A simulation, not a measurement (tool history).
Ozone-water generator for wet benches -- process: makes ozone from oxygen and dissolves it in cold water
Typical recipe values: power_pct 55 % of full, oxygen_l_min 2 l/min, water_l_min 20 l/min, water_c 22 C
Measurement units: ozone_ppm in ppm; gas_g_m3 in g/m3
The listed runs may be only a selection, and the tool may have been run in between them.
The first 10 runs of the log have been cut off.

run      day  power_pct  oxygen_l_min  water_l_min  water_c  ozone_ppm  gas_g_m3
 11   36.808         55          2.81           20       22        9.2       136
 12   40.942         55             2           20       22          9       166
 13   44.704         55             2           25       22        7.2     165.9
 14   48.454         55             2           25       22        7.2     165.5
 15    51.95         55             2           25       22        7.3     165.6
 16   54.683         55             2           25       22          7     165.4
 17   57.875         88          1.17           17       15       13.2     293.7
 18   60.929         88          1.17           17       15       12.8       290
 19   65.525         88          1.17           17       15       12.7     290.5
 20   70.542         55          2.95           20       20        9.5     129.5
 21   73.338         70          2.02           20       25        9.9     184.1
 22   75.783         70          2.02           20       25        9.8     183.3
 23   79.733         86           2.1           18       26       11.6       199
 24   81.812         86           2.1           18       26       11.9     199.8
 25   86.738         65          3.54           18       26       10.5     125.7
 26   90.804         65          3.54           18       15       11.7     124.7
 27   92.846         55             2           20       14        9.4     162.6
 28   95.304         55             2           20       14        9.3     162.6
 29   98.025         60          2.99           15       16       12.9     131.9
 30  102.483         60          2.99           15       16       12.7     132.9
 31  105.879         55           2.1           24       22        7.5     156.4
 32  110.033         55           2.1           24       22        7.4     156.8

5 ways to go on from here, each from the tool as it stands after run 32. What would each give?
  A  112.188         55          1.28           20       22          ?         ?
  B  112.188         72          2.28           22       22          ?         ?
  C  112.188         55             2           20       19          ?         ?
  D  112.188         55           2.1           24       15          ?         ?
  E  112.188         55          2.87           20       22          ?         ?

run  ozone_ppm  gas_g_m3
  A          8     213.2
  B        9.1     169.6
  C        8.9     161.4
  D        7.6     155.8
  E          9     127.8
Stripped of hidden state, with their random variation kept, the same runs would have yielded:
run  ozone_ppm  gas_g_m3
  A        9.1     231.9
  B       10.5     187.2
  C       10.1     175.6
  D        8.6     169.4
  E       10.2       139
